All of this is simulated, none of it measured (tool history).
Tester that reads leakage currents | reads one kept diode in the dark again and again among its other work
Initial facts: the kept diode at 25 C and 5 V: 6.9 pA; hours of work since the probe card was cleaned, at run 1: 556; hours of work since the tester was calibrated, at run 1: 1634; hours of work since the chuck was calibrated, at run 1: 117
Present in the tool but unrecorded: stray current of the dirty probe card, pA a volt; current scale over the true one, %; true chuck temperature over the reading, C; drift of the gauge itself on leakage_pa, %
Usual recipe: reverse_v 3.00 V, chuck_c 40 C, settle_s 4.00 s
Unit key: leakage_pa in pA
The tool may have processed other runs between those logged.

| run | day | reverse_v | chuck_c | settle_s | hours of work since the probe card was cleaned | hours of work since the tester was calibrated | hours of work since the chuck was calibrated | leakage_pa |
|---|---|---|---|---|---|---|---|---|
| 1 | 0.000 | 3.00 | 40 | 4.00 | 556 | 1634 | 117 | 21.78 |
| 2 | 4.833 | 3.00 | 40 | 4.00 | 638 | 1715 | 199 | 21.82 |
| 3 | 7.062 | 3.00 | 40 | 4.00 | 675 | 1753 | 237 | 21.76 |
| 4 | 10.138 | 3.00 | 40 | 4.00 | 727 | 1805 | 288 | 21.54 |
| 5 | 14.458 | 3.00 | 40 | 4.00 | 800 | 1878 | 361 | 21.46 |
| 6 | 18.242 | 2.79 | 40 | 4.00 | 864 | 1941 | 425 | 20.76 |
| 7 | 21.121 | 2.79 | 40 | 4.00 | 913 | 1990 | 474 | 20.51 |
| 8 | 25.600 | 2.79 | 40 | 4.00 | 988 | 2066 | 549 | 20.52 |
| 9 | 29.325 | 3.00 | 40 | 4.00 | 1051 | 2128 | 612 | 20.92 |
|  | 32.183 | tester calibrated |
| 10 | 33.358 | 2.60 | 40 | 4.00 | 1118 | 20 | 679 | 19.78 |
|  | 33.750 | chuck's temperature calibrated |
| 11 | 36.262 | 2.60 | 40 | 4.07 | 1165 | 67 | 42 | 21.67 |
| 12 | 39.854 | 3.00 | 40 | 4.00 | 1226 | 128 | 103 | 23.21 |
| 13 | 44.708 | 3.00 | 40 | 4.00 | 1308 | 210 | 185 | 22.95 |
| 14 | 49.821 | 3.00 | 40 | 4.00 | 1394 | 296 | 271 | 22.64 |
| 15 | 54.054 | 3.00 | 40 | 4.00 | 1465 | 368 | 343 | 22.60 |
|  | 56.546 | tester calibrated, once more |
| 16 | 58.000 | 3.00 | 40 | 4.00 | 1531 | 25 | 408 | 23.03 |
| 17 | 62.750 | 3.00 | 40 | 4.00 | 1611 | 105 | 488 | 22.83 |
| 18 | 66.875 | 3.00 | 40 | 4.00 | 1680 | 174 | 557 | 22.88 |
| 19 | 70.292 | 3.00 | 40 | 4.00 | 1738 | 232 | 615 | 22.65 |
|  | 74.383 | chuck's temperature calibrated |
| 20 | 75.342 | 3.00 | 40 | 4.00 | 1822 | 316 | 16 | 25.00 |
| 21 | 80.383 | 4.39 | 34 | 2.84 | 1907 | 401 | 101 | 20.71 |
| 22 | 82.750 | 3.00 | 40 | 0.47 | 1947 | 441 | 141 | 26.14 |
| 23 | 86.267 | 3.00 | 40 | 0.47 | 2006 | 500 | 200 | 26.01 |
| 24 | 89.479 | 3.00 | 41 | 9.74 | 2060 | 554 | 255 | 26.17 |
| 25 | 93.546 | 3.00 | 41 | 9.74 | 2129 | 623 | 323 | 26.05 |
| 26 | 98.871 | 3.00 | 41 | 9.74 | 2219 | 713 | 413 | 25.57 |
| 27 | 102.750 | 1.93 | 27 | 0.78 | 2284 | 778 | 479 | 9.02 |
| 28 | 108.083 | 3.00 | 26 | 9.53 | 2374 | 868 | 569 | 10.90 |
| 29 | 110.704 | 3.00 | 26 | 9.53 | 2418 | 912 | 613 | 10.85 |
|  | 114.862 | chuck's temperature calibrated |
| 30 | 114.862 | 3.00 | 35 | 4.00 | 2487 | 981 | 0 | 19.63 |
| 31 | 119.338 | 2.18 | 57 | 0.33 | 2563 | 1057 | 76 | 75.64 |
| 32 | 124.162 | 1.53 | 56 | 1.16 | 2644 | 1138 | 157 | 59.89 |
| 33 | 127.438 | 1.53 | 56 | 1.16 | 2699 | 1193 | 212 | 59.27 |
| 34 | 130.629 | 1.53 | 56 | 1.16 | 2753 | 1247 | 266 | 58.98 |
| 35 | 133.692 | 1.53 | 56 | 1.16 | 2805 | 1299 | 318 | 58.37 |
| 36 | 136.000 | 1.53 | 56 | 1.16 | 2844 | 1338 | 357 | 57.89 |
| 37 | 139.579 | 3.45 | 23 | 4.00 | 2904 | 1398 | 417 | 12.20 |
| 38 | 142.483 | 19.80 | 23 | 0.34 | 2953 | 1447 | 466 | 66.34 |
| 39 | 145.338 | 1.92 | 25 | 6.20 | 3001 | 1495 | 514 | 8.75 |
| 40 | 150.079 | 1.13 | 32 | 0.70 | 3081 | 1575 | 594 | 9.58 |

How the hidden state differs across the entries between the runs, from the last listed run before each to the first after it:
Run 9 -> run 10: tester calibrated (day 32.183)
  stray current of the dirty probe card, pA a volt: 0.765 -> 0.818; current scale over the true one, %: -1.61 -> -2.14; true chuck temperature over the reading, C: -1.32 -> -1.47
  measured minus no-state result, leakage_pa: -0.30 -> -0.65 pA
Run 10 -> run 11: chuck's temperature calibrated (day 33.750)
  stray current of the dirty probe card, pA a volt: 0.818 -> 0.85; current scale over the true one, %: -2.14 -> -2.18; true chuck temperature over the reading, C: -1.47 -> -0.12
  measured minus no-state result, leakage_pa: -0.65 -> +1.46 pA
Run 15 -> run 16: tester calibrated, once more (day 56.546)
  stray current of the dirty probe card, pA a volt: 1.075 -> 1.127; current scale over the true one, %: -2.43 -> 0.06; true chuck temperature over the reading, C: -0.8 -> -0.96
  measured minus no-state result, leakage_pa: +1.25 -> +1.71 pA
Run 19 -> run 20: chuck's temperature calibrated (day 74.383)
  stray current of the dirty probe card, pA a volt: 1.275 -> 1.337; current scale over the true one, %: -0.11 -> -0.17; true chuck temperature over the reading, C: -1.43 -> -0.24
  measured minus no-state result, leakage_pa: +1.38 -> +3.52 pA
Run 29 -> run 30: chuck's temperature calibrated (day 114.862)
  stray current of the dirty probe card, pA a volt: 1.78 -> 1.829; current scale over the true one, %: -0.67 -> -0.73; true chuck temperature over the reading, C: -1.53 -> 0.07
  measured minus no-state result, leakage_pa: +4.39 -> +5.41 pA
